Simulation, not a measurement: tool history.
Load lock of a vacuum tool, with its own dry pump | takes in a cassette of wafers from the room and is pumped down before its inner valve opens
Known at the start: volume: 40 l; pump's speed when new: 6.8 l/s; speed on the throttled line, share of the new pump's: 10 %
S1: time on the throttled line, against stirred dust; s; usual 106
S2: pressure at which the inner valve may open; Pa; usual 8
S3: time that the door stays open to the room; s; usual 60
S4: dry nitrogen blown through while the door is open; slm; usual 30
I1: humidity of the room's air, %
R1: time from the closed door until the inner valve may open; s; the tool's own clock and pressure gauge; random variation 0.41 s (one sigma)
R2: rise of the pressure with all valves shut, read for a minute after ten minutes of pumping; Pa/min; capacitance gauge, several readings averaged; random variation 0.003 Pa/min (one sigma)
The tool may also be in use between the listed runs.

run 1 hour=0.0 | S1=106 S2=8 S3=60 S4=30 | I1=46.0 | R1=154.0 R2=0.027
run 2 hour=149.4 | S1=106 S2=8 S3=60 S4=30 | I1=43.3 | R1=153.8 R2=0.020
run 3 hour=287.4 | S1=79 S2=8 S3=60 S4=30 | I1=45.7 | R1=129.8 R2=0.025
run 4 hour=446.2 | S1=106 S2=8 S3=148 S4=30 | I1=46.8 | R1=153.8 R2=0.032
run 5 hour=588.4 | S1=106 S2=8 S3=148 S4=30 | I1=46.2 | R1=154.6 R2=0.035
run 6 hour=685.0 | S1=98 S2=8 S3=60 S4=30 | I1=44.6 | R1=147.4 R2=0.023
run 7 hour=886.3 | S1=77 S2=8 S3=60 S4=30 | I1=48.7 | R1=128.4 R2=0.024
run 8 hour=1065.2 | S1=106 S2=8 S3=60 S4=30 | I1=45.0 | R1=154.3 R2=0.025
run 9 hour=1269.6 | S1=106 S2=8 S3=88 S4=30 | I1=44.4 | R1=154.3 R2=0.027
run 10 hour=1491.7 | S1=106 S2=8 S3=88 S4=30 | I1=42.8 | R1=154.9 R2=0.033
run 11 hour=1647.6 | S1=106 S2=8 S3=88 S4=30 | I1=43.6 | R1=155.4 R2=0.028
run 12 hour=1848.5 | S1=106 S2=8 S3=88 S4=30 | I1=46.2 | R1=154.8 R2=0.029
run 13 hour=1986.2 | S1=106 S2=8 S3=88 S4=30 | I1=47.0 | R1=155.3 R2=0.029
run 14 hour=2127.8 | S1=128 S2=8 S3=88 S4=30 | I1=44.4 | R1=175.4 R2=0.032
run 15 hour=2336.5 | S1=106 S2=8 S3=218 S4=30 | I1=45.1 | R1=155.8 R2=0.042
run 16 hour=2488.2 | S1=106 S2=8 S3=218 S4=30 | I1=42.5 | R1=154.7 R2=0.046
run 17 hour=2608.9 | S1=106 S2=8 S3=60 S4=30 | I1=40.8 | R1=154.8 R2=0.029
run 18 hour=2816.9 | S1=106 S2=8 S3=60 S4=30 | I1=42.8 | R1=155.8 R2=0.030
run 19 hour=2911.8 | S1=65 S2=10 S3=145 S4=15 | I1=44.4 | R1=118.2 R2=0.048
run 20 hour=3064.8 | S1=78 S2=8 S3=29 S4=25 | I1=47.5 | R1=130.8 R2=0.030
run 21 hour=3291.9 | S1=106 S2=9 S3=100 S4=15 | I1=44.3 | R1=154.8 R2=0.053
run 22 hour=3469.0 | S1=79 S2=11 S3=43 S4=35 | I1=46.7 | R1=131.0 R2=0.029
run 23 hour=3686.3 | S1=166 S2=8 S3=60 S4=28 | I1=45.5 | R1=208.9 R2=0.041
run 24 hour=3800.7 | S1=166 S2=8 S3=60 S4=28 | I1=46.6 | R1=209.6 R2=0.035
run 25 hour=3916.0 | S1=166 S2=8 S3=87 S4=28 | I1=46.0 | R1=209.3 R2=0.044
run 26 hour=4137.4 | S1=166 S2=8 S3=87 S4=28 | I1=45.0 | R1=208.9 R2=0.043
run 27 hour=4344.6 | S1=173 S2=8 S3=59 S4=30 | I1=44.2 | R1=216.4 R2=0.038
run 28 hour=4573.5 | S1=173 S2=14 S3=39 S4=18 | I1=44.5 | R1=212.1 R2=0.035
run 29 hour=4748.1 | S1=71 S2=12 S3=59 S4=15 | I1=45.1 | R1=123.7 R2=0.050
run 30 hour=4855.7 | S1=71 S2=12 S3=59 S4=15 | I1=43.8 | R1=123.6 R2=0.046
-- hour=4923.7 dry pump taken out, an overhauled one fitted
run 31 hour=5014.6 | S1=128 S2=12 S3=60 S4=6 | I1=44.1 | R1=168.3 R2=0.059
run 32 hour=5120.3 | S1=128 S2=12 S3=60 S4=6 | I1=47.8 | R1=167.6 R2=0.062
run 33 hour=5284.4 | S1=106 S2=7 S3=26 S4=30 | I1=43.7 | R1=151.8 R2=0.035
run 34 hour=5433.7 | S1=106 S2=15 S3=34 S4=30 | I1=46.3 | R1=147.6 R2=0.036
run 35 hour=5573.9 | S1=113 S2=15 S3=60 S4=30 | I1=47.7 | R1=153.4 R2=0.044
run 36 hour=5668.5 | S1=113 S2=8 S3=104 S4=30 | I1=40.2 | R1=157.9 R2=0.048

Forecast each of these 5 alternatives for the next run:
run A hour=5780.7 | S1=182 S2=8 S3=53 S4=14 | I1=46.4 | R1=? R2=?
run B hour=5780.7 | S1=113 S2=10 S3=104 S4=30 | I1=44.3 | R1=? R2=?
run C hour=5780.7 | S1=106 S2=8 S3=47 S4=30 | I1=49.2 | R1=? R2=?
run D hour=5780.7 | S1=113 S2=8 S3=104 S4=20 | I1=44.8 | R1=? R2=?
run E hour=5780.7 | S1=127 S2=8 S3=42 S4=30 | I1=46.1 | R1=? R2=?

run=A R1=219.3 R2=0.051
run=B R1=156.4 R2=0.046
run=C R1=151.7 R2=0.043
run=D R1=157.6 R2=0.055
run=E R1=170.5 R2=0.040
Without the tool's hidden state the same runs would have given:
run=A R1=218.8 R2=0.020
run=B R1=155.9 R2=0.015
run=C R1=151.2 R2=0.011
run=D R1=157.0 R2=0.024
run=E R1=170.0 R2=0.009
